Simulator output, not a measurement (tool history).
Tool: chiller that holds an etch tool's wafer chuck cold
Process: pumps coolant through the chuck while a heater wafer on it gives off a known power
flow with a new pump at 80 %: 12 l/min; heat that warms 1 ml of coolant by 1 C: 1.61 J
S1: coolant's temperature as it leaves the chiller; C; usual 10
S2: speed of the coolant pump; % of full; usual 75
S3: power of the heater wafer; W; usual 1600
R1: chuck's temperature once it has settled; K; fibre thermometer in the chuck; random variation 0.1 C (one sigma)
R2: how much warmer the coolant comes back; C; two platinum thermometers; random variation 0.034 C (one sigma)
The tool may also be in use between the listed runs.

run,day,S1,S2,S3,R1,R2
1,0,10,75,1600,302.05,5.37
2,5.183,10,75,1600,302.05,5.32
3,11.583,10,75,1600,301.75,5.25
4,19.6,10,85,1600,300.25,4.59
5,24.154,10,75,1600,302.05,5.3
6,28.667,10,75,1600,301.95,5.3
7,36.121,10,75,1600,301.85,5.28
8,41.267,2,75,1600,293.95,5.29
9,47.154,10,75,814,292.55,2.75
10,54.346,10,75,814,292.75,2.69
11,60.079,10,75,1600,301.85,5.3
12,65.321,10,75,1572,301.85,5.22
13,69.688,10,75,1572,301.65,5.17
14,77.492,10,75,1600,301.75,5.35
15,83.333,10,69,1600,302.95,5.83
16,90.092,10,65,1600,303.95,6.26
17,95.317,10,65,1600,304.15,6.31
18,102.192,10,65,1600,304.15,6.26
19,109.888,14,79,1221,300.95,3.84
20,117.783,12,79,996,296.55,3.14
21,125.562,12,69,838,295.55,3.08
22,133.125,10,91,869,291.95,2.37
23,139.65,19,75,1359,307.95,4.52
24,145.171,19,66,1264,308.45,4.87
25,151.208,11,74,2079,308.75,7.02
26,157.554,11,74,2079,308.95,7.06
27,165.421,18,75,1871,312.95,6.26
28,169.275,9,91,2170,303.95,5.75
29,174.988,1,66,2040,300.45,7.85
30,181.612,9,66,2040,308.65,7.88
31,188.592,9,66,2040,308.55,7.84

Taken out of this log: 3 entries between the listed runs. Where each belongs, and how the hidden state differs across it:
Between runs 11 and 12: coolant pump overhauled (day 62.679)
  flow at a given pump speed, % of a new pump's: 99.8 -> 100
Between runs 14 and 15: chiller's thermometer calibrated (day 78.6)
  coolant's true temperature over the reading, C: 0.01 -> 0
Between runs 21 and 22: coolant changed, channels flushed (day 127.088)
  heat passed by the chuck's channels, % of clean ones': 99.9 -> 100

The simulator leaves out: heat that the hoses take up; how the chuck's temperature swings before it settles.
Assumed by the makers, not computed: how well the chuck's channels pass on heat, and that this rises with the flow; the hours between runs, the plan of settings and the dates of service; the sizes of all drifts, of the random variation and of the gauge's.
